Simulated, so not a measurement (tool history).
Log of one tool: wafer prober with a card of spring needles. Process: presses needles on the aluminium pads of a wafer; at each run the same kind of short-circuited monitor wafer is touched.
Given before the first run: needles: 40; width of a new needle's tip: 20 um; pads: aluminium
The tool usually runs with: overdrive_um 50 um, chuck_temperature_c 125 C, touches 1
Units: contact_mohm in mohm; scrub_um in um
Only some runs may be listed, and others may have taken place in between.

run	hour	overdrive_um	chuck_temperature_c	touches	contact_mohm	scrub_um
1	0.0	50	125	1	223	9.55
# hour 5.5: tips cleaned on abrasive film
2	10.4	50	125	1	221	9.53
# hour 12.2: tips cleaned on abrasive film
# hour 19.1: tips cleaned on abrasive film
3	22.7	50	125	1	227	9.63
# hour 26.3: tips cleaned on abrasive film
# hour 33.8: tips cleaned on abrasive film
4	34.8	40	125	1	228	7.61
# hour 40.5: tips cleaned on abrasive film
# hour 45.8: height of the first contact set anew
5	46.6	40	125	1	231	7.69
# hour 48.2: tips cleaned on abrasive film
# hour 55.9: tips cleaned on abrasive film
6	56.4	40	125	1	228	7.75
# hour 62.8: tips cleaned on abrasive film
7	66.2	40	125	2	230	7.74
# hour 70.3: tips cleaned on abrasive film
# hour 77.7: tips cleaned on abrasive film
8	78.6	40	125	2	227	7.84
# hour 84.6: tips cleaned on abrasive film
9	84.8	40	125	2	231	7.75
# hour 91.3: tips cleaned on abrasive film
10	96.4	40	72	2	216	7.82
# hour 98.4: tips cleaned on abrasive film
# hour 105.4: tips cleaned on abrasive film
11	105.4	40	72	2	218	7.70
# hour 112.8: tips cleaned on abrasive film
12	115.6	40	72	2	219	7.83
# hour 120.1: tips cleaned on abrasive film
13	126.4	40	72	2	216	7.72
# hour 127.6: tips cleaned on abrasive film
# hour 134.6: tips cleaned on abrasive film
14	137.1	40	72	2	216	7.82
# hour 142.3: tips cleaned on abrasive film
# hour 149.1: tips cleaned on abrasive film
15	150.7	50	125	1	224	9.78
# hour 156.7: tips cleaned on abrasive film
16	159.6	50	125	1	226	9.85
# hour 163.7: tips cleaned on abrasive film
17	168.4	66	90	1	214	12.83
# hour 170.7: tips cleaned on abrasive film
# hour 171.9: gauge calibrated
# hour 177.8: tips cleaned on abrasive film
18	178.5	44	36	3	205	8.41
# hour 184.7: tips cleaned on abrasive film
19	187.6	42	125	2	228	8.03
# hour 192.0: tips cleaned on abrasive film
# hour 199.8: tips cleaned on abrasive film
20	202.1	55	125	2	225	10.58
# hour 207.1: tips cleaned on abrasive film
21	211.0	52	30	1	203	9.98
# hour 214.2: tips cleaned on abrasive film
22	218.9	32	27	2	212	6.15
# hour 221.1: tips cleaned on abrasive film
23	226.7	61	110	2	217	11.69
# hour 227.9: tips cleaned on abrasive film
24	234.4	61	110	2	219	11.83
# hour 235.8: tips cleaned on abrasive film
# hour 238.9: height of the first contact set anew
# hour 243.2: tips cleaned on abrasive film
25	244.3	61	67	2	210	11.91
# hour 249.9: tips cleaned on abrasive film
26	252.0	35	30	3	208	6.77
# hour 257.0: tips cleaned on abrasive film
27	261.2	35	30	3	209	6.71
# hour 264.0: tips cleaned on abrasive film
28	268.3	50	89	1	219	9.71

For run 29, what comes out?
# hour 271.8: tips cleaned on abrasive film
# hour 278.5: tips cleaned on abrasive film
29	278.6	42	55	1	?	?

contact_mohm: 210 mohm
scrub_um: 8.14 um
With the hidden condition absent and the run-to-run variation left alone, this run would have shown contact_mohm 210 mohm, scrub_um 8.00 um.

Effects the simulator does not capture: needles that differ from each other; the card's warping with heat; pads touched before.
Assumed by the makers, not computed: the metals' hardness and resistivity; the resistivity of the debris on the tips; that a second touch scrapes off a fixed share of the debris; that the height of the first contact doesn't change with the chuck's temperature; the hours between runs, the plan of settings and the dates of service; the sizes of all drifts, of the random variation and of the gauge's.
